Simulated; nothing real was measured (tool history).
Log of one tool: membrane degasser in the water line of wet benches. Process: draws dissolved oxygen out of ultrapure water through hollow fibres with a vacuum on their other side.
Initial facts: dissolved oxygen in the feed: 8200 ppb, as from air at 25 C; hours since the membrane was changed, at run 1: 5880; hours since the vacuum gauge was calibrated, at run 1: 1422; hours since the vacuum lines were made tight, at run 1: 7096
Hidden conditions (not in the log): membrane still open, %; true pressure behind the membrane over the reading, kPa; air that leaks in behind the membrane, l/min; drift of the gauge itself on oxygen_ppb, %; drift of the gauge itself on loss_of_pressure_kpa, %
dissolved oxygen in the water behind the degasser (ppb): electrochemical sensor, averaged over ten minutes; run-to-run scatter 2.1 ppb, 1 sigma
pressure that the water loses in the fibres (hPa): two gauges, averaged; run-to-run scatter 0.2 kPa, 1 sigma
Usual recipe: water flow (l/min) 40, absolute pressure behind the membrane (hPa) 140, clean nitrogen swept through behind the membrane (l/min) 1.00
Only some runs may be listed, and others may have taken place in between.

run    hour  water flow (l/min)  absolute pressure behind the membrane (hPa)  clean nitrogen swept through behind the membrane (l/min)  hours since the membrane was changed  hours since the vacuum gauge was calibrated  hours since the vacuum lines were made tight  dissolved oxygen in the water behind the degasser (ppb)  pressure that the water loses in the fibres (hPa)
  1     0.0                  40                                          140                                                      1.00                                  5880                                         1422                                          7096                                                    854.5                                              444.8
  2   148.7                  40                                          140                                                      1.00                                  6029                                         1571                                          7244                                                    861.5                                              439.8
  3   271.7                  40                                          140                                                      1.00                                  6152                                         1694                                          7367                                                    859.1                                              443.7
  4   425.3                  40                                          140                                                      1.00                                  6305                                         1848                                          7521                                                    856.4                                              437.5
  5   597.3                  40                                          140                                                      1.00                                  6477                                         2020                                          7693                                                    857.2                                              437.6
  6   733.5                  40                                          140                                                      1.00                                  6614                                         2156                                          7829                                                    857.3                                              444.5
  7   918.6                  34                                          140                                                      1.00                                  6799                                         2341                                          8014                                                    753.2                                              376.2
  8  1120.1                  34                                          140                                                      1.00                                  7000                                         2542                                          8216                                                    753.6                                              379.3
  9  1294.8                  34                                          140                                                      1.00                                  7175                                         2717                                          8391                                                    755.0                                              376.6
 10  1461.4                  34                                          140                                                      1.36                                  7342                                         2884                                          8557                                                    603.4                                              377.5
 11  1624.1                  44                                          140                                                      1.36                                  7504                                         3046                                          8720                                                    751.9                                              488.9
 12  1816.2                  40                                          307                                                      1.00                                  7696                                         3239                                          8912                                                   1850.4                                              444.5
 13  1990.0                  40                                          140                                                      1.00                                  7870                                         3412                                          9086                                                    861.0                                              444.7
 14  2187.3                  40                                          140                                                      1.00                                  8067                                         3610                                          9283                                                    865.6                                              444.8
 15  2297.7                  40                                          140                                                      1.00                                  8178                                         3720                                          9393                                                    864.9                                              442.7
 16  2418.1                  40                                          140                                                      1.00                                  8298                                         3840                                          9514                                                    862.1                                              443.8
 17  2560.6                  25                                          140                                                      1.42                                  8441                                         3983                                          9656                                                    448.6                                              278.0
 18  2764.6                  25                                          140                                                      1.42                                  8645                                         4187                                          9860                                                    448.5                                              281.3
 19  2983.1                  28                                          110                                                      0.94                                  8863                                         4405                                         10079                                                    511.1                                              311.6
 20  3173.1                  28                                          110                                                      1.96                                  9053                                         4595                                         10269                                                    293.7                                              314.5
 21  3264.8                  28                                          110                                                      1.22                                  9145                                         4687                                         10361                                                    422.3                                              314.2
 22  3400.5                  26                                          207                                                      0.79                                  9281                                         4823                                         10496                                                   1109.8                                              291.1
 23  3567.6                  50                                           92                                                      0.62                                  9448                                         4990                                         10663                                                    846.7                                              562.8
 24  3785.0                  55                                          224                                                      1.00                                  9665                                         5207                                         10881                                                   1742.5                                              620.6
 25  3997.5                  24                                          140                                                      1.00                                  9878                                         5420                                         11093                                                    574.9                                              271.1
 26  4183.6                  25                                          153                                                      1.00                                 10064                                         5606                                         11279                                                    655.9                                              282.1
 27  4357.3                  25                                          153                                                      1.00                                 10237                                         5780                                         11453                                                    656.0                                              280.5
 28  4582.2                  40                                          140                                                      1.46                                 10462                                         6005                                         11678                                                    668.2                                              448.8
     4654.5  -- seals of the vacuum lines changed
 29  4760.3                  40                                          140                                                      2.79                                 10638                                         6181                                           106                                                    413.3                                              452.6
 30  4858.4                  40                                          140                                                      2.79                                 10737                                         6279                                           204                                                    415.3                                              452.9
 31  4961.8                  40                                          140                                                      2.79                                 10840                                         6382                                           307                                                    415.4                                              451.3

What if the next run were any one of these 5? Each begins from the tool's condition after run 31:
  A  5089.1                  35                                          140                                                      0.50                                 10967                                         6509                                           435                                                        ?                                                  ?
  B  5089.1                  43                                          186                                                      0.81                                 10967                                         6509                                           435                                                        ?                                                  ?
  C  5089.1                  40                                          323                                                      1.00                                 10967                                         6509                                           435                                                        ?                                                  ?
  D  5089.1                  26                                          249                                                      0.56                                 10967                                         6509                                           435                                                        ?                                                  ?
  E  5089.1                  40                                          106                                                      0.50                                 10967                                         6509                                           435                                                        ?                                                  ?

run  dissolved oxygen in the water behind the degasser (ppb)  pressure that the water loses in the fibres (hPa)
  A                                                   1241.5                                              394.8
  B                                                   1407.4                                              485.5
  C                                                   1939.2                                              456.2
  D                                                   1675.8                                              294.8
  E                                                    988.8                                              452.6
Take away the tool's hidden state, keep each run's random variation, and the runs would have read:
run  dissolved oxygen in the water behind the degasser (ppb)  pressure that the water loses in the fibres (hPa)
  A                                                   1216.0                                              373.0
  B                                                   1382.6                                              458.8
  C                                                   1920.8                                              431.1
  D                                                   1660.1                                              278.5
  E                                                    958.0                                              427.8
